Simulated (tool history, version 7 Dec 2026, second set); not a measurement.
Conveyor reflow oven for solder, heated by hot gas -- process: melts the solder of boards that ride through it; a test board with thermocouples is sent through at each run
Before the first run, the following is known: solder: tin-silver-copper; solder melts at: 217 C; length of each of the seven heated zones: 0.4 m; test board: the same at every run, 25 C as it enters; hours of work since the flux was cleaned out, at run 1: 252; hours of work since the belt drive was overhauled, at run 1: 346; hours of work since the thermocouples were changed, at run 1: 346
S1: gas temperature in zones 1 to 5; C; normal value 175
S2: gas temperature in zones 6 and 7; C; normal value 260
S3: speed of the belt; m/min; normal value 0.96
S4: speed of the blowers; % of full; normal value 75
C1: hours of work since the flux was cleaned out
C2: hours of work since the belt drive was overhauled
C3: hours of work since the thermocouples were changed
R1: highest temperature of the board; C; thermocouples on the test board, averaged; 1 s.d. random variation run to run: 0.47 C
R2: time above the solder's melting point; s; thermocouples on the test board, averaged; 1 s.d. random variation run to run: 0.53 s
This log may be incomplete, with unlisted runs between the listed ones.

run 1 hour=0 | S1=175 S2=260 S3=0.96 S4=75 | C1=252 C2=346 C3=346 | R1=240.1 R2=29.5
run 2 hour=74.5 | S1=175 S2=260 S3=0.96 S4=75 | C1=306 C2=401 C3=401 | R1=239.5 R2=29.5
run 3 hour=145.1 | S1=175 S2=254 S3=0.96 S4=75 | C1=358 C2=453 C3=453 | R1=233.3 R2=24.2
-- hour=196.9 flux residue cleaned out of gas plates and filters
run 4 hour=229.2 | S1=175 S2=260 S3=0.96 S4=75 | C1=24 C2=511 C3=511 | R1=241 R2=31.7
run 5 hour=282.8 | S1=175 S2=260 S3=0.96 S4=75 | C1=63 C2=550 C3=550 | R1=241.7 R2=32.2
run 6 hour=360.6 | S1=175 S2=260 S3=0.96 S4=75 | C1=120 C2=607 C3=607 | R1=241.4 R2=31.5

What does the tool deliver on the next run?
run 7 hour=407.2 | S1=175 S2=260 S3=0.96 S4=75 | C1=154 C2=641 C3=641 | R1=? R2=?

For run 7 the tool returned R1 240.7 C, R2 30.2 s.
If the tool had no hidden condition, the same run with the same run-to-run variation would have returned R1 242.1 C, R2 31 s.

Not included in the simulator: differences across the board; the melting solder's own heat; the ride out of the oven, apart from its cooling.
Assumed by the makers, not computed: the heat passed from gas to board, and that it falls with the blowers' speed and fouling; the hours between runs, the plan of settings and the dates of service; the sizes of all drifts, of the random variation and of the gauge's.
